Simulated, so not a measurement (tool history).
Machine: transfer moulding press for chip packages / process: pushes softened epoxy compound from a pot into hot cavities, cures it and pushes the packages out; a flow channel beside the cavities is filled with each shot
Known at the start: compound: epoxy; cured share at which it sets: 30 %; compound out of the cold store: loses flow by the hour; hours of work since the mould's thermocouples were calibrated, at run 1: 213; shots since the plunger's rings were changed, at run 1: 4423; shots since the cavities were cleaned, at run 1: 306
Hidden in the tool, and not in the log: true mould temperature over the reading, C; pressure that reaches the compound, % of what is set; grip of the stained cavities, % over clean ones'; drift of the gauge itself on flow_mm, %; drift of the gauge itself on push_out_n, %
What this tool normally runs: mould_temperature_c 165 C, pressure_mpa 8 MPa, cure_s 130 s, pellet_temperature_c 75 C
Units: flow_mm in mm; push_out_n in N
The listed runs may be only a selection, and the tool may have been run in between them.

run   hour  mould_temperature_c  pressure_mpa  cure_s  pellet_temperature_c  hours of work since the mould's thermocouples were calibrated  shots since the plunger's rings were changed  shots since the cavities were cleaned  incoming compound's hours out of the cold store  flow_mm  push_out_n
  1      0                  165             8     130                    75                                                            213                                          4423                                    306                                             12.1      847         487
      24.2  -- cavities cleaned with cleaning compound and waxed
      52.4  -- plunger's sealing rings changed
  2   56.7                  165             8     130                    73                                                            253                                            47                                    325                                             12.2      877         464
      76.6  -- cavities cleaned with cleaning compound and waxed
  3  114.1                  165             8     130                    75                                                            295                                           652                                    406                                             47.3      792         484
     124.7  -- cavities cleaned with cleaning compound and waxed
     176.5  -- cavities cleaned with cleaning compound and waxed
  4  176.5                  165          8.03     130                    75                                                            340                                          1294                                      0                                             16.2      859         325
     227.2  -- cavities cleaned with cleaning compound and waxed
  5  261.8                  170             8     130                    75                                                            403                                          2201                                    374                                             35.6      786         412
       277  -- cavities cleaned with cleaning compound and waxed
       328  -- cavities cleaned with cleaning compound and waxed
  6  329.3                  165             8     147                    75                                                            452                                          2899                                     13                                             16.1      841         282
     367.4  -- mould's thermocouples calibrated
     383.2  -- cavities cleaned with cleaning compound and waxed
  7  410.8                  165             8     147                    75                                                             32                                          3744                                    299                                             42.1      784         401
     438.9  -- cavities cleaned with cleaning compound and waxed
     488.8  -- cavities cleaned with cleaning compound and waxed
  8  503.2                  165             8     147                    77                                                             99                                          4712                                    156                                              8.6      846         380
     529.9  -- plunger's sealing rings changed
     539.5  -- cavities cleaned with cleaning compound and waxed
  9  556.4                  165             8     130                    75                                                            136                                           271                                    183                                              9.8      882         398
     594.7  -- cavities cleaned with cleaning compound and waxed
 10  604.8                  165             8     130                    72                                                            172                                           778                                    109                                             11.3      885         405
     644.8  -- cavities cleaned with cleaning compound and waxed
 11  673.6                  165             8     130                    75                                                            223                                          1507                                    312                                             17.2      850         463
     695.9  -- cavities cleaned with cleaning compound and waxed
     746.4  -- cavities cleaned with cleaning compound and waxed
 12  747.7                  165             8     130                    75                                                            276                                          2276                                     14                                             30.4      826         334
     798.2  -- cavities cleaned with cleaning compound and waxed
 13  814.5                  165             8     130                    75                                                            326                                          2983                                    177                                             45.1      780         406
     850.9  -- cavities cleaned with cleaning compound and waxed
 14    874                  166          8.84     126                    70                                                            369                                          3611                                    250                                             37.4      830         429
     906.1  -- cavities cleaned with cleaning compound and waxed
 15  944.2                  165             8     130                    75                                                            421                                          4354                                    412                                             13.4      842         505
     960.9  -- cavities cleaned with cleaning compound and waxed
     1003.9  -- plunger's sealing rings changed
 16   1005                  165             8     124                    78                                                            464                                            12                                    450                                             46.7      805         524

Estimate the outcome of run 17 from the log above:
     1015.5  -- cavities cleaned with cleaning compound and waxed
     1031.8  -- mould's thermocouples calibrated
     1068.2  -- cavities cleaned with cleaning compound and waxed
 17  1071.1                  169          9.26     115                    80                                                             29                                           673                                     31                                               48        ?           ?

Run 17 produced flow_mm 847 mm, push_out_n 309 N.
Minus the tool's unlogged condition, the same run would have read flow_mm 855 mm, push_out_n 291 N.
